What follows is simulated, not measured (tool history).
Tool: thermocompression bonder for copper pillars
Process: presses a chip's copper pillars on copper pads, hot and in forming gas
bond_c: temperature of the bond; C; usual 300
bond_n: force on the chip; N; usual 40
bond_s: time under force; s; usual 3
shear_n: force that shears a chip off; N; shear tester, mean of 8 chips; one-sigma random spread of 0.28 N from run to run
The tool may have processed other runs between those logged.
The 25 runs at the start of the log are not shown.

-- hour=189.9 forming gas filter changed
run 26 hour=194.9 | bond_c=311 bond_n=33 bond_s=3 | shear_n=38.1
run 27 hour=203.6 | bond_c=311 bond_n=33 bond_s=3 | shear_n=38.0
run 28 hour=213.4 | bond_c=311 bond_n=33 bond_s=3 | shear_n=38.0
run 29 hour=220.5 | bond_c=291 bond_n=37 bond_s=3 | shear_n=31.9
run 30 hour=229.7 | bond_c=291 bond_n=37 bond_s=3 | shear_n=32.1
run 31 hour=234.9 | bond_c=298 bond_n=28 bond_s=4 | shear_n=30.4
run 32 hour=240.3 | bond_c=298 bond_n=28 bond_s=4 | shear_n=30.3
run 33 hour=245.7 | bond_c=298 bond_n=28 bond_s=4 | shear_n=30.5
run 34 hour=253.9 | bond_c=298 bond_n=28 bond_s=4 | shear_n=30.2
run 35 hour=260.7 | bond_c=298 bond_n=41 bond_s=5 | shear_n=46.2
run 36 hour=265.3 | bond_c=317 bond_n=25 bond_s=4 | shear_n=35.6
run 37 hour=275.0 | bond_c=286 bond_n=40 bond_s=6 | shear_n=42.1
run 38 hour=280.9 | bond_c=312 bond_n=40 bond_s=4 | shear_n=50.5
run 39 hour=285.9 | bond_c=312 bond_n=40 bond_s=4 | shear_n=50.7
run 40 hour=293.6 | bond_c=276 bond_n=54 bond_s=3 | shear_n=35.6

4 options for the next run, each taken on its own from the tool as it stands now. Forecast them:
run A hour=298.0 | bond_c=296 bond_n=54 bond_s=3 | shear_n=?
run B hour=298.0 | bond_c=316 bond_n=54 bond_s=3 | shear_n=?
run C hour=298.0 | bond_c=300 bond_n=51 bond_s=3 | shear_n=?
run D hour=298.0 | bond_c=276 bond_n=35 bond_s=3 | shear_n=?

run=A shear_n=47.4
run=B shear_n=60.5
run=C shear_n=47.5
run=D shear_n=23.9
Stripped of hidden state, with their random variation kept, the same runs would have yielded:
run=A shear_n=49.1
run=B shear_n=62.4
run=C shear_n=49.2
run=D shear_n=24.8
